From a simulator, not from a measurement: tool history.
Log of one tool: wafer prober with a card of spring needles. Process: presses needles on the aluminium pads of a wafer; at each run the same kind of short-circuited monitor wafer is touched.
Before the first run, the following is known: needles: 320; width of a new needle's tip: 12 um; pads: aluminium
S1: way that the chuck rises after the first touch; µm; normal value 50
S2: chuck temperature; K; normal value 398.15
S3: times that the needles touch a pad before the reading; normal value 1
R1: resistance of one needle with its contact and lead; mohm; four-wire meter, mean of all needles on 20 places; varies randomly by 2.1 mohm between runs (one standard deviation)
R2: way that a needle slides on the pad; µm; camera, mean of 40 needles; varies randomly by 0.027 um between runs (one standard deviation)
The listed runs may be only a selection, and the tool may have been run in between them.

run,day,S1,S2,S3,R1,R2
1,0,50,398.15,1,235,10.59
# day 0.333: tips cleaned on abrasive film
2,0.388,50,398.15,1,235,10.63
3,0.679,50,398.15,1,236,10.62
4,1.054,50,319.15,1,220,10.62
# day 1.158: tips cleaned on abrasive film
5,1.521,50,319.15,1,219,10.65
6,1.929,50,319.15,1,220,10.65
# day 1.996: tips cleaned on abrasive film
7,2.254,50,319.15,1,216,10.67
8,2.571,50,319.15,1,217,10.64
# day 2.821: tips cleaned on abrasive film
9,3.054,50,319.15,1,214,10.68
10,3.275,50,319.15,1,216,10.67
# day 3.658: tips cleaned on abrasive film
11,3.788,50,398.15,1,235,10.67
12,4.15,50,398.15,1,240,10.67
# day 4.479: tips cleaned on abrasive film
13,4.638,50,398.15,2,238,10.76
14,4.938,50,398.15,1,235,10.67
# day 5.308: tips cleaned on abrasive film
15,5.312,50,398.15,1,236,10.68
16,5.821,50,398.15,1,239,10.78
# day 6.125: tips cleaned on abrasive film
17,6.262,50,398.15,1,237,10.71
18,6.75,50,331.15,1,224,10.73
# day 6.942: tips cleaned on abrasive film
19,7.008,50,331.15,1,221,10.73
20,7.533,50,331.15,2,215,10.74
# day 7.775: tips cleaned on abrasive film
21,7.838,50,331.15,2,222,10.79
22,8.221,54,354.15,1,226,11.65
# day 8.592: tips cleaned on abrasive film
23,8.638,54,354.15,1,227,11.64
24,8.862,55,318.15,2,217,11.88
25,9.329,50,299.15,2,214,10.79
# day 9.446: tips cleaned on abrasive film
26,9.571,69,398.15,1,241,14.82
27,9.942,69,328.15,2,217,14.89
28,10.192,33,382.15,3,240,7.12
# day 10.292: tips cleaned on abrasive film
29,10.521,31,398.15,1,244,6.73
30,10.925,31,398.15,1,244,6.73
# day 11.125: tips cleaned on abrasive film
31,11.162,50,398.15,3,238,10.82
32,11.4,34,374.15,2,234,7.35
33,11.825,34,374.15,2,238,7.32
# day 11.942: tips cleaned on abrasive film
34,12.346,50,398.15,1,239,10.85
35,12.642,57,374.15,1,232,12.34

Consider 3 possible next runs. They are alternatives, not a sequence: every one starts from the tool as it was left by run 35. What does each give?
# day 12.792: tips cleaned on abrasive film
A,12.975,50,299.15,2,?,?
# day 12.792: tips cleaned on abrasive film
B,12.975,69,337.15,2,?,?
# day 12.792: tips cleaned on abrasive film
C,12.975,50,398.15,2,?,?

run,R1,R2
A,213,10.88
B,221,15.03
C,235,10.85
What these runs would have given with no unlogged condition in the tool:
run,R1,R2
A,213,10.66
B,221,14.73
C,235,10.63

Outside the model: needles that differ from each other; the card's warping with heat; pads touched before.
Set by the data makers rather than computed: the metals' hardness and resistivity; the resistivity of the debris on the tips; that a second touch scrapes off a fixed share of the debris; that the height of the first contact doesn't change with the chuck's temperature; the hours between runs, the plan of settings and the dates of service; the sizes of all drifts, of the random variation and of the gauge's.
